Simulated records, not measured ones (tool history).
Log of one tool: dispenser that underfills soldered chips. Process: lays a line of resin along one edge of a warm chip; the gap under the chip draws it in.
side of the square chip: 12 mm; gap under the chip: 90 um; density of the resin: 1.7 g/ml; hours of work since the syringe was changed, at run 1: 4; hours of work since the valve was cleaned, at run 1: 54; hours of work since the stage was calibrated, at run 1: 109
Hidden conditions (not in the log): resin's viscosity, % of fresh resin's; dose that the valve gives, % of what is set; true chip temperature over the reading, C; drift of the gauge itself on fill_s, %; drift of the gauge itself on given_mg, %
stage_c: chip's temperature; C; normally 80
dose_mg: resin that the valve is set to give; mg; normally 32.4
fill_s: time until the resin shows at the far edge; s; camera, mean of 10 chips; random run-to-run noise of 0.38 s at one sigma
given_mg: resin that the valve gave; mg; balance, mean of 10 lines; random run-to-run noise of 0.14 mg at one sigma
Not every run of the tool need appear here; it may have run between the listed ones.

run,hour,stage_c,dose_mg,hours of work since the syringe was changed,hours of work since the valve was cleaned,hours of work since the stage was calibrated,fill_s,given_mg
1,0,80,32.4,4,54,109,30,30.78
2,2.1,80,32.4,5,56,110,33,30.66
# hour 2.7: new syringe of resin
3,5.4,80,32.4,2,58,113,25.6,30.67
4,7.5,80,32.4,3,59,114,28.6,30.83
# hour 10.7: new syringe of resin
5,11.2,80,32.4,0,62,116,23.1,30.51
6,14.2,80,32.4,2,64,118,26.8,30.51
7,17,80,32.4,4,66,120,30.8,30.32
# hour 19: new syringe of resin
8,19.9,84,32.4,1,68,122,22,30.27
9,23.9,84,32.4,3,70,125,25.1,30.27
# hour 27.1: new syringe of resin
10,27.6,84,32.4,0,73,127,20.9,30.31
11,31.1,76,32.4,3,75,130,31.6,30.08
12,33.4,80,32.4,4,77,131,31.3,30.21
# hour 35.1: new syringe of resin
13,35.6,80,32.4,0,78,133,22.8,29.97
14,37.5,80,32.4,2,79,134,25.2,30.16
15,41.7,80,27.5,5,82,137,33.1,25.57
# hour 43.2: new syringe of resin
16,46.4,80,27.9,2,85,140,26.8,25.78
17,50.3,68,27.9,5,88,143,49.7,25.59
# hour 51.3: new syringe of resin
18,54.6,68,27.9,2,91,145,40.2,25.74
19,58.6,73,35.1,5,94,148,40.3,32.36
# hour 59.4: new syringe of resin
20,61.2,79,29,1,95,150,26.2,26.59
21,64.3,72,40.6,3,97,152,35.8,37.1
# hour 67.5: new syringe of resin
22,69,68,32.4,1,100,155,35.3,29.58
23,72,89,37,3,102,157,21.5,33.55
24,74.2,88,31.7,5,104,159,24.4,28.79
# hour 75.7: new syringe of resin
25,77.6,70,28.4,1,106,161,35.5,25.6
26,81.9,80,38.9,4,109,164,28.7,34.88
# hour 83.8: new syringe of resin
27,85.9,89,29.8,1,112,166,19.7,26.83
28,90,76,35.6,4,114,169,34.5,31.9
# hour 91.9: new syringe of resin
29,93.4,86,38.5,1,117,171,19.4,34.32
30,96.7,86,34.8,3,119,174,23.7,30.9
# hour 99.4: dispensing valve cleaned and set on the balance
# hour 101: new syringe of resin
31,101.4,67,33.2,0,1,176,31.7,33.18
32,104.3,76,28.3,2,3,178,29.3,27.94
33,108.5,91,35.4,5,6,181,22.4,34.94
# hour 109: new syringe of resin
34,111.1,91,35.4,1,8,182,16.8,35.26
35,114.4,91,35.4,4,10,185,19.9,35.05

For each entry between runs, how does the tool's hidden state at the last listed run before it compare with that at the first listed run after it?
Logged between run 2 and run 3: new syringe of resin (hour 2.7)
  resin's viscosity, % of fresh resin's: 147.5 -> 114.8; dose that the valve gives, % of what is set: 94.91 -> 94.71; true chip temperature over the reading, C: 0.79 -> 0.81
  what was measured, less what the result would be without the hidden state, fill_s: +10.4 -> +2.9 s; given_mg: -1.64 -> -1.72 mg
Logged between run 4 and run 5: new syringe of resin (hour 10.7)
  resin's viscosity, % of fresh resin's: 127.5 -> 101.9; dose that the valve gives, % of what is set: 94.58 -> 94.36; true chip temperature over the reading, C: 0.82 -> 0.84
  what was measured, less what the result would be without the hidden state, fill_s: +5.9 -> +0.1 s; given_mg: -1.77 -> -1.82 mg
Logged between run 7 and run 8: new syringe of resin (hour 19)
  resin's viscosity, % of fresh resin's: 137.3 -> 106.5; dose that the valve gives, % of what is set: 94 -> 93.85; true chip temperature over the reading, C: 0.86 -> 0.87
  what was measured, less what the result would be without the hidden state, fill_s: +8 -> +1.1 s; given_mg: -1.94 -> -1.98 mg
Logged between run 9 and run 10: new syringe of resin (hour 27.1)
  resin's viscosity, % of fresh resin's: 130.5 -> 103.6; dose that the valve gives, % of what is set: 93.63 -> 93.4; true chip temperature over the reading, C: 0.89 -> 0.91
  what was measured, less what the result would be without the hidden state, fill_s: +5.7 -> +0.5 s; given_mg: -2.06 -> -2.14 mg
Logged between run 12 and run 13: new syringe of resin (hour 35.1)
  resin's viscosity, % of fresh resin's: 138.9 -> 103.2; dose that the valve gives, % of what is set: 93.04 -> 92.93; true chip temperature over the reading, C: 0.94 -> 0.95
  what was measured, less what the result would be without the hidden state, fill_s: +8.4 -> +0.4 s; given_mg: -2.26 -> -2.28 mg
Logged between run 15 and run 16: new syringe of resin (hour 43.2)
  resin's viscosity, % of fresh resin's: 140.7 -> 117.3; dose that the valve gives, % of what is set: 92.56 -> 92.29; true chip temperature over the reading, C: 0.97 -> 1
  what was measured, less what the result would be without the hidden state, fill_s: +9.7 -> +4 s; given_mg: -2.06 -> -2.16 mg
Logged between run 17 and run 18: new syringe of resin (hour 51.3)
  resin's viscosity, % of fresh resin's: 143.5 -> 118.8; dose that the valve gives, % of what is set: 92.05 -> 91.79; true chip temperature over the reading, C: 1.02 -> 1.04
  what was measured, less what the result would be without the hidden state, fill_s: +14.9 -> +6.4 s; given_mg: -2.22 -> -2.3 mg
Logged between run 19 and run 20: new syringe of resin (hour 59.4)
  resin's viscosity, % of fresh resin's: 145.4 -> 109.6; dose that the valve gives, % of what is set: 91.56 -> 91.41; true chip temperature over the reading, C: 1.05 -> 1.06
  what was measured, less what the result would be without the hidden state, fill_s: +12 -> +2.2 s; given_mg: -2.99 -> -2.5 mg
Logged between run 21 and run 22: new syringe of resin (hour 67.5)
  resin's viscosity, % of fresh resin's: 128.4 -> 108.2; dose that the valve gives, % of what is set: 91.21 -> 90.94; true chip temperature over the reading, C: 1.08 -> 1.1
  what was measured, less what the result would be without the hidden state, fill_s: +7.1 -> +2.2 s; given_mg: -3.58 -> -2.95 mg
Logged between run 24 and run 25: new syringe of resin (hour 75.7)
  resin's viscosity, % of fresh resin's: 141.2 -> 110; dose that the valve gives, % of what is set: 90.58 -> 90.39; true chip temperature over the reading, C: 1.12 -> 1.14
  what was measured, less what the result would be without the hidden state, fill_s: +7.1 -> +3.2 s; given_mg: -2.99 -> -2.71 mg
Logged between run 26 and run 27: new syringe of resin (hour 83.8)
  resin's viscosity, % of fresh resin's: 136.8 -> 112; dose that the valve gives, % of what is set: 90.13 -> 89.93; true chip temperature over the reading, C: 1.16 -> 1.18
  what was measured, less what the result would be without the hidden state, fill_s: +7.3 -> +2.1 s; given_mg: -3.82 -> -3 mg
Logged between run 28 and run 29: new syringe of resin (hour 91.9)
  resin's viscosity, % of fresh resin's: 137.7 -> 107.9; dose that the valve gives, % of what is set: 89.67 -> 89.48; true chip temperature over the reading, C: 1.2 -> 1.21
  what was measured, less what the result would be without the hidden state, fill_s: +8.9 -> +1 s; given_mg: -3.67 -> -4.03 mg
Logged between run 30 and run 31: dispensing valve cleaned and set on the balance (hour 99.4); new syringe of resin (hour 101)
  resin's viscosity, % of fresh resin's: 127.6 -> 100.3; dose that the valve gives, % of what is set: 89.28 -> 99.73; true chip temperature over the reading, C: 1.23 -> 1.24
  what was measured, less what the result would be without the hidden state, fill_s: +4.8 -> -1.2 s; given_mg: -3.71 -> -0.09 mg
Logged between run 33 and run 34: new syringe of resin (hour 109)
  resin's viscosity, % of fresh resin's: 144.3 -> 110.1; dose that the valve gives, % of what is set: 99.29 -> 99.14; true chip temperature over the reading, C: 1.28 -> 1.29
  what was measured, less what the result would be without the hidden state, fill_s: +6.2 -> +0.9 s; given_mg: -0.26 -> -0.31 mg
